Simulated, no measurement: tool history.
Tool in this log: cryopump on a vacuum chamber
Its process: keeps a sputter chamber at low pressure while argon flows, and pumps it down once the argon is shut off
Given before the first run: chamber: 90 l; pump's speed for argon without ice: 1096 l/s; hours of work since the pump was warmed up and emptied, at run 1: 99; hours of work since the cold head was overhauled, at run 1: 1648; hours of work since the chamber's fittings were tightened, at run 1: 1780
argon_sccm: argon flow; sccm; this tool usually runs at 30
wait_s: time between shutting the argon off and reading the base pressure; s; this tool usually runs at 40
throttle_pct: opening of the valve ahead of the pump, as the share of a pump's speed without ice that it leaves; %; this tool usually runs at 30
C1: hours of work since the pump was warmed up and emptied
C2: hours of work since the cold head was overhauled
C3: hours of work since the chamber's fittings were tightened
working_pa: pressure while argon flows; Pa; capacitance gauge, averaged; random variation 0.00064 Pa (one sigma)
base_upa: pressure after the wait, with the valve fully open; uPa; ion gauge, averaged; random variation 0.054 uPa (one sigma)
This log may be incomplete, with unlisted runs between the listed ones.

Run 1, hour 0: usual settings; C1 99; C2 1648; C3 1780. Result: working_pa 0.1589 Pa, base_upa 5.34 uPa.
Run 2, hour 91: usual settings; C1 177; C2 1726; C3 1858. Result: working_pa 0.1588 Pa, base_upa 5.47 uPa.
Run 3, hour 160.9: usual settings but argon_sccm 23 sccm; C1 237; C2 1786; C3 1918. Result: working_pa 0.1222 Pa, base_upa 5.55 uPa.
Run 4, hour 223: usual settings but argon_sccm 23 sccm; C1 290; C2 1839; C3 1971. Result: working_pa 0.1246 Pa, base_upa 5.68 uPa.
At hour 307.2: pump warmed up, emptied and cooled again.
Run 5, hour 312.7: usual settings but argon_sccm 23 sccm; C1 5; C2 1912; C3 2044. Result: working_pa 0.1203 Pa, base_upa 5.37 uPa.
Run 6, hour 383.7: usual settings but throttle_pct 31 %; C1 66; C2 1972; C3 2104. Result: working_pa 0.1516 Pa, base_upa 5.47 uPa.
Run 7, hour 469.9: usual settings but argon_sccm 48 sccm, wait_s 178 s, throttle_pct 26 %; C1 139; C2 2046; C3 2178. Result: working_pa 0.2896 Pa, base_upa 3.32 uPa.
At hour 538.4: leaking fittings of the chamber tightened, without venting.
Run 8, hour 558.3: usual settings but argon_sccm 48 sccm, wait_s 33 s, throttle_pct 26 %; C1 213; C2 2120; C3 17. Result: working_pa 0.2924 Pa, base_upa 4.01 uPa.
Run 9, hour 600.2: usual settings but argon_sccm 48 sccm, wait_s 33 s, throttle_pct 26 %; C1 249; C2 2156; C3 53. Result: working_pa 0.2952 Pa, base_upa 4.08 uPa.
Run 10, hour 642: usual settings but argon_sccm 27 sccm, wait_s 113 s; C1 285; C2 2192; C3 89. Result: working_pa 0.1458 Pa, base_upa 1.49 uPa.
Run 11, hour 709.1: usual settings but argon_sccm 58 sccm, wait_s 196 s, throttle_pct 53 %; C1 342; C2 2249; C3 146. Result: working_pa 0.1852 Pa, base_upa 1.15 uPa.

Here are 4 independent what-if runs from the current tool condition. What would each one return?
At hour 734.7: pump warmed up, emptied and cooled again.
Run A, hour 765.8: usual settings but argon_sccm 40 sccm, wait_s 66 s, throttle_pct 29 %; C1 27; C2 2294; C3 191. Result: working_pa ?, base_upa ?.
At hour 734.7: pump warmed up, emptied and cooled again.
Run B, hour 765.8: usual settings but argon_sccm 58 sccm, wait_s 251 s, throttle_pct 16 %; C1 27; C2 2294; C3 191. Result: working_pa ?, base_upa ?.
At hour 734.7: pump warmed up, emptied and cooled again.
Run C, hour 765.8: usual settings but argon_sccm 58 sccm, wait_s 82 s, throttle_pct 53 %; C1 27; C2 2294; C3 191. Result: working_pa ?, base_upa ?.
At hour 734.7: pump warmed up, emptied and cooled again.
Run D, hour 765.8: usual settings but argon_sccm 58 sccm, wait_s 37 s, throttle_pct 33 %; C1 27; C2 2294; C3 191. Result: working_pa ?, base_upa ?.

run  working_pa  base_upa
  A      0.2174      2.38
  B      0.5629      1.02
  C      0.1737      2.01
  D      0.2745      3.68
Stripped of hidden state, with their random variation kept, the same runs would have yielded:
run  working_pa  base_upa
  A      0.2147      2.16
  B      0.5591       0.8
  C      0.1699       1.8
  D      0.2706      3.48

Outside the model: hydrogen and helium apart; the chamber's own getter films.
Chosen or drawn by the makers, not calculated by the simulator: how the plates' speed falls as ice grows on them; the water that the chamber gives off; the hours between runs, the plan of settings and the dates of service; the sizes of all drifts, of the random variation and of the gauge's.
